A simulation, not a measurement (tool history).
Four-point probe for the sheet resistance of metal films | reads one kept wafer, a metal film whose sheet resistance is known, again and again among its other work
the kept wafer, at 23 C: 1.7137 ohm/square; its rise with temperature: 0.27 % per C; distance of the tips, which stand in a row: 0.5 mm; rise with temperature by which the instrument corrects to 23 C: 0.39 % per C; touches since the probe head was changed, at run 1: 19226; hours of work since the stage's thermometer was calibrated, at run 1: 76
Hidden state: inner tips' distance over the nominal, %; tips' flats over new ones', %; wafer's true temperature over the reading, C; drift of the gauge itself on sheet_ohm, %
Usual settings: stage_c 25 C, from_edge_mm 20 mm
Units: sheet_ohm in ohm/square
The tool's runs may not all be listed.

run   hour  stage_c  from_edge_mm  touches since the probe head was changed  hours of work since the stage's thermometer was calibrated  sheet_ohm
  1      0       25            20                                     19226                                                          76   1.715628
  2   11.6       25            20                                     19624                                                          80   1.715326
  3   31.2       25            20                                     20289                                                          89    1.71501
  4   51.1       25            20                                     20970                                                          97    1.71534
  5   60.9       25            23                                     21305                                                         101   1.715178
  6   76.1       25             4                                     21823                                                         108   1.729199
  7   84.4       25             4                                     22107                                                         111   1.729065
  8   94.4       29             9                                     22447                                                         115   1.709238
      96.5  -- stage's thermometer calibrated
  9  115.2       29             9                                     23140                                                           8   1.709195
 10  131.7       31            19                                     23705                                                          15   1.702699

The next listed run, before its measurement:
 11  150.9       31            19                                     24360                                                          23          ?

sheet_ohm: 1.703197 ohm/square
Without the tool's hidden state the same run would have given sheet_ohm 1.698369 ohm/square.
